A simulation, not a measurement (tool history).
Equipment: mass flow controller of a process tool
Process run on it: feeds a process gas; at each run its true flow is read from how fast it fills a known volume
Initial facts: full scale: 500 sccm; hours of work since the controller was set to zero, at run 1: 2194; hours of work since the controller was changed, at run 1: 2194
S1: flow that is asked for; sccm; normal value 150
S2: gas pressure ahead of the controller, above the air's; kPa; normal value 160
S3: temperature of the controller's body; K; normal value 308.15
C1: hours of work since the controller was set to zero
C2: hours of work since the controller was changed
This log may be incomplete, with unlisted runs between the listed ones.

Run 1, hour 0: usual settings; C1 2194; C2 2194. Result: true flow (%) 99.91.
Run 2, hour 453.6: usual settings; C1 2434; C2 2434. Result: true flow (%) 100.08.
Run 3, hour 735.2: usual settings; C1 2582; C2 2582. Result: true flow (%) 100.16.
Run 4, hour 1202.3: usual settings; C1 2829; C2 2829. Result: true flow (%) 100.49.
Run 5, hour 1523.6: usual settings; C1 2999; C2 2999. Result: true flow (%) 100.71.
Run 6, hour 1797.9: usual settings; C1 3144; C2 3144. Result: true flow (%) 100.75.
Run 7, hour 2152.5: usual settings; C1 3331; C2 3331. Result: true flow (%) 100.84.
Run 8, hour 2440.2: usual settings; C1 3483; C2 3483. Result: true flow (%) 101.16.
Run 9, hour 2895.8: usual settings but S3 295.15 K; C1 3724; C2 3724. Result: true flow (%) 102.49.
Run 10, hour 3410.5: usual settings but S3 295.15 K; C1 3996; C2 3996. Result: true flow (%) 102.61.
Run 11, hour 3906.8: usual settings; C1 4259; C2 4259. Result: true flow (%) 101.93.
Run 12, hour 4278.4: usual settings; C1 4455; C2 4455. Result: true flow (%) 102.2.
Run 13, hour 4673.2: usual settings; C1 4664; C2 4664. Result: true flow (%) 102.34.
Run 14, hour 4955.7: usual settings; C1 4813; C2 4813. Result: true flow (%) 102.46.
Run 15, hour 5392.5: usual settings; C1 5044; C2 5044. Result: true flow (%) 102.71.
Run 16, hour 5772.6: usual settings; C1 5245; C2 5245. Result: true flow (%) 102.71.
Run 17, hour 6227.4: usual settings; C1 5485; C2 5485. Result: true flow (%) 103.05.
Run 18, hour 6663.9: usual settings but S1 122 sccm; C1 5716; C2 5716. Result: true flow (%) 104.02.
Run 19, hour 6892.4: usual settings but S1 122 sccm; C1 5837; C2 5837. Result: true flow (%) 104.2.
Run 20, hour 7253.6: usual settings but S1 122 sccm; C1 6028; C2 6028. Result: true flow (%) 104.39.
Run 21, hour 7568.2: usual settings but S1 184 sccm; C1 6194; C2 6194. Result: true flow (%) 103.17.
Run 22, hour 7835.3: usual settings; C1 6335; C2 6335. Result: true flow (%) 103.91.
Run 23, hour 8393.2: usual settings but S1 291 sccm; C1 6630; C2 6630. Result: true flow (%) 102.81.
Run 24, hour 8905.2: usual settings; C1 6901; C2 6901. Result: true flow (%) 104.5.
Run 25, hour 9247.2: usual settings but S2 187 kPa; C1 7081; C2 7081. Result: true flow (%) 104.55.
Run 26, hour 9576.9: usual settings but S1 236 sccm, S2 259 kPa, S3 294.15 K; C1 7256; C2 7256. Result: true flow (%) 103.79.
At hour 9960.4: controller's zero set anew.
Run 27, hour 9982.7: usual settings but S2 242 kPa, S3 304.15 K; C1 12; C2 7470. Result: true flow (%) 99.51.
Run 28, hour 10215.2: usual settings but S2 184 kPa; C1 135; C2 7593. Result: true flow (%) 99.81.
Run 29, hour 10713.6: usual settings but S2 184 kPa; C1 398; C2 7856. Result: true flow (%) 100.2.
Run 30, hour 11199.5: usual settings but S1 270 sccm, S2 241 kPa, S3 296.15 K; C1 655; C2 8113. Result: true flow (%) 101.43.
Run 31, hour 11573.6: usual settings but S1 387 sccm, S2 243 kPa; C1 853; C2 8311. Result: true flow (%) 101.05.
Run 32, hour 11959.8: usual settings but S1 181 sccm, S2 218 kPa, S3 296.15 K; C1 1057; C2 8515. Result: true flow (%) 101.57.
Run 33, hour 12506.1: usual settings but S1 413 sccm, S2 158 kPa; C1 1346; C2 8804. Result: true flow (%) 102.25.
Run 34, hour 13040.9: usual settings but S1 413 sccm, S2 158 kPa; C1 1628; C2 9086. Result: true flow (%) 102.22.
Run 35, hour 13548.8: usual settings but S1 413 sccm, S2 158 kPa; C1 1897; C2 9355. Result: true flow (%) 102.43.
Run 36, hour 14036.9: usual settings but S1 142 sccm, S2 233 kPa, S3 294.15 K; C1 2155; C2 9613. Result: true flow (%) 102.55.
Run 37, hour 14306.7: usual settings but S1 439 sccm, S2 274 kPa, S3 307.15 K; C1 2297; C2 9755. Result: true flow (%) 101.99.
Run 38, hour 14720.2: usual settings but S1 61 sccm, S2 178 kPa, S3 301.15 K; C1 2516; C2 9974. Result: true flow (%) 105.03.
Run 39, hour 15175.3: usual settings but S1 270 sccm; C1 2756; C2 10214. Result: true flow (%) 102.53.
Run 40, hour 15542.3: usual settings but S1 270 sccm, S2 185 kPa, S3 300.15 K; C1 2950; C2 10408. Result: true flow (%) 103.
Run 41, hour 16044.9: usual settings but S1 270 sccm, S2 185 kPa, S3 300.15 K; C1 3216; C2 10674. Result: true flow (%) 103.13.
Run 42, hour 16512.2: usual settings but S1 270 sccm, S2 185 kPa, S3 300.15 K; C1 3463; C2 10921. Result: true flow (%) 103.34.
Run 43, hour 16943.6: usual settings but S1 270 sccm, S2 185 kPa, S3 300.15 K; C1 3691; C2 11149. Result: true flow (%) 103.64.
Run 44, hour 17314.9: usual settings but S1 270 sccm, S2 219 kPa, S3 307.15 K; C1 3887; C2 11345. Result: true flow (%) 102.84.
Run 45, hour 17700.3: usual settings but S2 158 kPa, S3 300.15 K; C1 4091; C2 11549. Result: true flow (%) 104.72.
Run 46, hour 18209.5: usual settings but S1 82 sccm; C1 4360; C2 11818. Result: true flow (%) 106.29.
Run 47, hour 18500: usual settings but S1 97 sccm; C1 4514; C2 11972. Result: true flow (%) 105.82.

Hidden state or all else? Some run-to-run changes of true flow (%), split into what the settings, what came in and random variation would give without the hidden state, and what is left for the hidden state (with any gauge scatter that isn't in both results):
The tool's hidden condition here consists of: flow at rest that the sensor doesn't see, % of full scale; true flow over the shown one, %; drift of the gauge itself on true_pct, %.
Run 26 -> 27: S1 236 -> 150, S2 259 -> 242, S3 294.15 -> 304.15, controller's zero set anew. true flow (%) -4.28: hidden state -3.03, all else -1.25.
Run 37 -> 38: S1 439 -> 61, S2 274 -> 178, S3 307.15 -> 301.15. true flow (%) +3.04: hidden state +3.81, all else -0.77.
Run 38 -> 39: S1 61 -> 270, S2 178 -> 160, S3 301.15 -> 308.15. true flow (%) -2.5: hidden state -3.15, all else +0.65.
